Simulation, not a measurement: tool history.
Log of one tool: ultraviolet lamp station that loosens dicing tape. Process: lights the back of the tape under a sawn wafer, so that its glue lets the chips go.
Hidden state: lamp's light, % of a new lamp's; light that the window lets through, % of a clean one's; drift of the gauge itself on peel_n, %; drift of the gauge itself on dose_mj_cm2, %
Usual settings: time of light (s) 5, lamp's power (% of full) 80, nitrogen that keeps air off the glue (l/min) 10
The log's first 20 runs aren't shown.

| run | hour | time of light (s) | lamp's power (% of full) | nitrogen that keeps air off the glue (l/min) | hours of work of the lamp | hours of work since the window was cleaned | force that peels the tape off (N) | light that reached the tape (J/m2) |
|---|---|---|---|---|---|---|---|---|
| 21 | 183.3 | 5 | 80 | 10 | 414 | 235 | 0.487 | 1440 |
| 22 | 195.6 | 5 | 80 | 10 | 423 | 244 | 0.526 | 1470 |
| 23 | 204.3 | 5 | 66 | 10 | 429 | 250 | 0.703 | 1180 |
| 24 | 215.1 | 7 | 97 | 8 | 436 | 257 | 0.253 | 2460 |
| 25 | 221.7 | 7 | 97 | 8 | 441 | 262 | 0.253 | 2420 |
| 26 | 233.8 | 7 | 97 | 8 | 449 | 270 | 0.246 | 2390 |
| 27 | 246 | 7 | 97 | 8 | 458 | 279 | 0.255 | 2370 |
| 28 | 254.8 | 9 | 65 | 12 | 464 | 285 | 0.266 | 2030 |
| 29 | 262.7 | 9 | 75 | 17 | 469 | 290 | 0.225 | 2340 |
| 30 | 270.5 | 5 | 89 | 10 | 475 | 296 | 0.485 | 1530 |
| 31 | 282.1 | 5 | 79 | 6 | 483 | 304 | 0.69 | 1340 |
| 32 | 292.2 | 5 | 98 | 10 | 490 | 311 | 0.418 | 1650 |
| 33 | 299.2 | 5 | 98 | 10 | 495 | 315 | 0.412 | 1660 |
|  | 300.5 | window cleaned of glue's vapour |
| 34 | 309.8 | 3 | 83 | 10 | 502 | 6 | 0.987 | 970 |
| 35 | 316 | 3 | 83 | 10 | 506 | 11 | 0.972 | 930 |
| 36 | 325.9 | 3 | 83 | 10 | 513 | 18 | 0.967 | 930 |
| 37 | 333.4 | 5 | 80 | 10 | 518 | 23 | 0.477 | 1510 |
| 38 | 341.6 | 5 | 80 | 10 | 524 | 28 | 0.482 | 1440 |
| 39 | 349.2 | 9 | 99 | 12 | 529 | 34 | 0.169 | 3250 |
| 40 | 355.4 | 4 | 83 | 10 | 533 | 38 | 0.664 | 1220 |
| 41 | 364.3 | 6 | 80 | 10 | 539 | 44 | 0.377 | 1720 |
| 42 | 376.9 | 2 | 75 | 10 | 548 | 53 | 1.692 | 530 |
| 43 | 382 | 5 | 66 | 5 | 552 | 56 | 0.847 | 1150 |
| 44 | 393 | 4 | 66 | 7 | 559 | 64 | 1.084 | 930 |

4 ways to go on from here, each from the tool as it stands after run 44. What would each give?
| A | 399.3 | 2 | 96 | 10 | 564 | 68 | ? | ? |
| B | 399.3 | 5 | 68 | 10 | 564 | 68 | ? | ? |
| C | 399.3 | 10 | 80 | 10 | 564 | 68 | ? | ? |
| D | 399.3 | 4 | 64 | 12 | 564 | 68 | ? | ? |

| run | force that peels the tape off (N) | light that reached the tape (J/m2) |
|---|---|---|
| A | 1.353 | 700 |
| B | 0.676 | 1200 |
| C | 0.188 | 2760 |
| D | 0.984 | 920 |
Without the tool's hidden state the same runs would have given:
| run | force that peels the tape off (N) | light that reached the tape (J/m2) |
|---|---|---|
| A | 0.847 | 1040 |
| B | 0.353 | 1790 |
| C | 0.156 | 4140 |
| D | 0.547 | 1370 |

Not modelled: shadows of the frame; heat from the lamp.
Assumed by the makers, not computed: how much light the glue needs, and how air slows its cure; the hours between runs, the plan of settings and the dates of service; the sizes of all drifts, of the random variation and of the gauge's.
